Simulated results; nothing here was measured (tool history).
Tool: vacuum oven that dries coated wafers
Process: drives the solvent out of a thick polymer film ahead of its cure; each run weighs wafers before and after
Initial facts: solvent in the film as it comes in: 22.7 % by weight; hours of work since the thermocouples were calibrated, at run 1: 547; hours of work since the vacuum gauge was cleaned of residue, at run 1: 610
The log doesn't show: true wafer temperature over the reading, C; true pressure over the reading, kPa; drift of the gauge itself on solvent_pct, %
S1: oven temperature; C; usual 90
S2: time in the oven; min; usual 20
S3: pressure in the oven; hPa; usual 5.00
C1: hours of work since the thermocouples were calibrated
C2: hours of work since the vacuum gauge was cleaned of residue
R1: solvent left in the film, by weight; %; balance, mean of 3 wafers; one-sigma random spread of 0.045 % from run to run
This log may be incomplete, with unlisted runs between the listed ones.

run,hour,S1,S2,S3,C1,C2,R1
1,0.0,90,20,5.00,547,610,4.63
2,20.1,90,20,5.00,559,622,4.55
3,42.2,90,20,5.00,572,635,4.58
4,69.8,90,20,7.71,588,651,4.68
5,101.2,90,20,7.71,606,670,4.75
6,129.8,90,20,7.71,623,686,4.90
7,149.0,90,12,5.00,634,698,7.82
8,169.3,90,20,5.00,646,710,4.58
9,184.5,90,20,5.00,655,718,4.57
10,214.2,90,20,5.00,672,736,4.58
11,248.5,90,20,5.00,693,756,4.62
12,280.7,90,20,2.70,711,775,4.50
13,301.2,90,13,2.70,723,787,7.23
14,324.7,90,13,2.70,737,801,7.23
15,354.0,81,13,2.70,754,818,11.14
16,370.1,76,20,5.00,764,827,10.94
17,390.9,90,20,5.00,776,839,4.66
18,411.1,90,20,5.00,788,851,4.66
19,435.9,78,20,5.00,802,866,10.05
20,454.6,78,20,5.00,813,877,10.29
21,473.2,78,20,5.00,824,888,10.26
22,496.0,78,20,14.84,838,901,11.21
23,523.0,78,20,14.84,853,917,11.24
24,553.8,85,34,18.50,871,935,5.42
25,571.4,85,34,18.50,882,945,5.37
26,593.6,85,34,18.50,895,958,5.34
27,612.9,85,34,18.50,906,970,5.38
28,640.7,99,34,18.50,922,986,1.85
29,674.2,99,12,4.32,942,1006,4.09
30,699.5,99,12,4.32,957,1020,4.12
31,717.9,98,13,4.50,968,1031,4.12
# hour 724.7: oven's thermocouples calibrated
32,755.2,101,12,5.00,18,1052,2.95
33,770.7,101,12,5.00,27,1061,2.96
34,805.9,90,12,5.00,48,1082,7.34
35,825.0,85,26,12.40,59,1093,5.42
36,840.7,85,26,12.40,68,1102,5.48
37,863.9,90,20,6.25,82,1116,4.33
38,895.9,80,17,11.04,100,1134,10.22
39,915.7,80,17,11.04,112,1146,10.27
40,948.9,80,17,11.04,131,1165,10.16
41,985.4,80,17,11.04,153,1187,10.44
42,1019.0,80,17,11.04,173,1207,10.24
43,1036.7,80,17,10.38,183,1217,10.28
44,1052.5,97,20,9.39,192,1226,2.42
45,1081.7,80,28,8.18,209,1243,7.07

Pick out some run-to-run changes in R1. Of each, how much would a tool without hidden state show as well, from the settings, what came in and chance, and how much is left for the hidden state and any gauge scatter not in both results compared?
Run 16 -> 17: S1 76 -> 90. R1 -6.28 %: hidden state -0.11, all else -6.17.
Run 27 -> 28: S1 85 -> 99. R1 -3.53 %: hidden state -0.55, all else -2.98.
Run 28 -> 29: S2 34 -> 12, S3 18.50 -> 4.32. R1 +2.24 %: hidden state +0.33, all else +1.91.
Run 31 -> 32: S1 98 -> 101, S2 13 -> 12, S3 4.50 -> 5.00, oven's thermocouples calibrated. R1 -1.17 %: hidden state -0.62, all else -0.55.
Run 37 -> 38: S1 90 -> 80, S2 20 -> 17, S3 6.25 -> 11.04. R1 +5.89 %: hidden state +0.02, all else +5.87.
Run 43 -> 44: S1 80 -> 97, S2 17 -> 20, S3 10.38 -> 9.39. R1 -7.86 %: hidden state -0.06, all else -7.80.
